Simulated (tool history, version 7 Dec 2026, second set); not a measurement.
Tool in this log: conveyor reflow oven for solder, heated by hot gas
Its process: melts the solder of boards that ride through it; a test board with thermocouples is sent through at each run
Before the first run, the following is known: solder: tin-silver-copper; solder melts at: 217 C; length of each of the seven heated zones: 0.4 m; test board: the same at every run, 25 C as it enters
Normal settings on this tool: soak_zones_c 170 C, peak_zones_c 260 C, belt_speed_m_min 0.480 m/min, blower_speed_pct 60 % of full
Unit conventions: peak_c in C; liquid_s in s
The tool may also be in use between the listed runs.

Run 1, hour 0.0: usual settings. Result: peak_c 244.2 C, liquid_s 64.2 s.
Run 2, hour 6.8: usual settings. Result: peak_c 244.2 C, liquid_s 64.2 s.
Run 3, hour 12.5: usual settings but soak_zones_c 177 C. Result: peak_c 245.4 C, liquid_s 69.0 s.
Run 4, hour 20.5: usual settings but soak_zones_c 177 C. Result: peak_c 245.6 C, liquid_s 68.9 s.
Run 5, hour 29.7: usual settings but soak_zones_c 177 C, belt_speed_m_min 0.423 m/min. Result: peak_c 248.7 C, liquid_s 84.2 s.
Run 6, hour 33.9: usual settings but soak_zones_c 177 C, belt_speed_m_min 0.423 m/min. Result: peak_c 249.0 C, liquid_s 84.4 s.
Run 7, hour 41.0: usual settings but soak_zones_c 177 C, belt_speed_m_min 0.423 m/min. Result: peak_c 248.8 C, liquid_s 84.2 s.
Run 8, hour 45.5: usual settings but soak_zones_c 177 C, belt_speed_m_min 0.423 m/min. Result: peak_c 248.6 C, liquid_s 84.4 s.
Run 9, hour 51.2: usual settings but soak_zones_c 177 C, belt_speed_m_min 0.423 m/min. Result: peak_c 248.9 C, liquid_s 84.5 s.
At hour 63.0: flux residue cleaned out of gas plates and filters.
Run 10, hour 66.2: usual settings but soak_zones_c 177 C, belt_speed_m_min 0.423 m/min. Result: peak_c 249.3 C, liquid_s 85.1 s.
Run 11, hour 71.4: usual settings but soak_zones_c 177 C, belt_speed_m_min 0.423 m/min. Result: peak_c 249.3 C, liquid_s 85.1 s.
Run 12, hour 78.0: usual settings but soak_zones_c 175 C. Result: peak_c 245.8 C, liquid_s 68.7 s.
Run 13, hour 82.8: usual settings but soak_zones_c 175 C. Result: peak_c 245.9 C, liquid_s 68.7 s.
Run 14, hour 91.0: usual settings but soak_zones_c 175 C. Result: peak_c 245.7 C, liquid_s 68.7 s.
Run 15, hour 100.4: usual settings but soak_zones_c 172 C, peak_zones_c 263 C, blower_speed_pct 65 % of full. Result: peak_c 248.5 C, liquid_s 70.7 s.
Run 16, hour 110.1: usual settings but soak_zones_c 161 C, belt_speed_m_min 0.400 m/min. Result: peak_c 248.7 C, liquid_s 82.0 s.
Run 17, hour 114.3: usual settings but soak_zones_c 161 C, belt_speed_m_min 0.400 m/min. Result: peak_c 248.5 C, liquid_s 81.9 s.
Run 18, hour 119.7: usual settings but soak_zones_c 161 C, belt_speed_m_min 0.400 m/min. Result: peak_c 248.6 C, liquid_s 81.9 s.
Run 19, hour 127.6: usual settings but soak_zones_c 161 C, belt_speed_m_min 0.400 m/min. Result: peak_c 248.7 C, liquid_s 81.8 s.

Forecast run 20:
Run 20, hour 137.3: usual settings but soak_zones_c 161 C, belt_speed_m_min 0.400 m/min. Result: peak_c ?, liquid_s ?.

peak_c: 248.6 C
liquid_s: 81.7 s
The same run, on a tool lacking any hidden state, would have yielded peak_c 248.2 C, liquid_s 81.4 s.
